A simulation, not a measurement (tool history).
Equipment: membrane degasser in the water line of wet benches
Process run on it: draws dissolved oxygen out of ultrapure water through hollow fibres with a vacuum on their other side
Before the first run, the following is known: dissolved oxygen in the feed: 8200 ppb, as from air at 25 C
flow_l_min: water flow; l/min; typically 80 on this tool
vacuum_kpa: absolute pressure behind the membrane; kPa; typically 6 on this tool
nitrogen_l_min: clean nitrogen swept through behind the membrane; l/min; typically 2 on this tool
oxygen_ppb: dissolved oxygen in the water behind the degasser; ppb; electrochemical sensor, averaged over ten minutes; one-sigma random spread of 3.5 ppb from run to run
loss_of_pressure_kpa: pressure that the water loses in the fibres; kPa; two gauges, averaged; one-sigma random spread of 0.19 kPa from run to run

run	day	flow_l_min	vacuum_kpa	nitrogen_l_min	oxygen_ppb	loss_of_pressure_kpa
1	0	80	6	2	364.5	38.88
2	1.692	80	6	2	359.9	38.78
3	3.625	80	6	2	360.8	38.81
4	5.45	80	6	2	355.5	38.86
5	7.338	80	6	2	357.5	39.21
6	9.25	80	6	2	361.1	39.07
7	10.496	80	6	2	365	38.89
8	11.696	80	3.92	2	206.6	39
9	12.583	80	6	2	364.1	39.01
10	14.508	80	6	2	364.6	39.03
11	16.371	80	6	2	362.2	39.05
12	17.921	80	6	3.04	303	38.74
13	19.988	80	6	3.04	297.6	39.42
14	20.879	80	7.71	2	493.6	39.24
15	22.721	80	7.71	2	485.9	39.04
16	24.196	80	6	2	369	39.27
17	25.179	80	6.77	1.39	510	39
18	26.825	80	6.77	1.39	511	38.78
19	27.796	52	6	1.26	266.3	25.7
20	28.938	65	11.04	0.94	937.9	31.65
21	30.8	120	6	1.5	747.2	58.51
22	32.083	120	6	1.5	766.4	58.81
23	33.038	120	6	1.5	749.9	58.85
24	34.796	80	6	0.88	546.9	38.85
25	36.292	66	11.01	0.88	981	32.07
26	38.404	66	11.01	0.88	1003.7	32.43
27	39.454	66	7.61	2.64	316.7	32.41
28	40.783	66	7.61	2.64	318.3	32.57
29	42	66	7.03	2.64	284.8	32.05
30	43.808	97	4.11	2	336.9	47.54
31	45.754	89	11.42	5.02	497.7	43.45
32	47.662	89	11.42	5.02	498.7	43.62

What if the next run were any one of these 4? Each begins from the tool's condition after run 32:
# day 48.146: vacuum gauge calibrated
A	49.1	111	10.4	5.02	?	?
# day 48.146: vacuum gauge calibrated
B	49.1	53	8.97	1.35	?	?
# day 48.146: vacuum gauge calibrated
C	49.1	89	6.77	1.63	?	?
# day 48.146: vacuum gauge calibrated
D	49.1	63	8.09	4.64	?	?

run	oxygen_ppb	loss_of_pressure_kpa
A	649.6	54.46
B	462.6	26.05
C	531.6	43.53
D	215.9	30.84
With the hidden condition removed and each run's random variation left untouched, the same runs would have given:
run	oxygen_ppb	loss_of_pressure_kpa
A	638.6	53.82
B	461.9	25.74
C	525.5	43.01
D	212.9	30.47
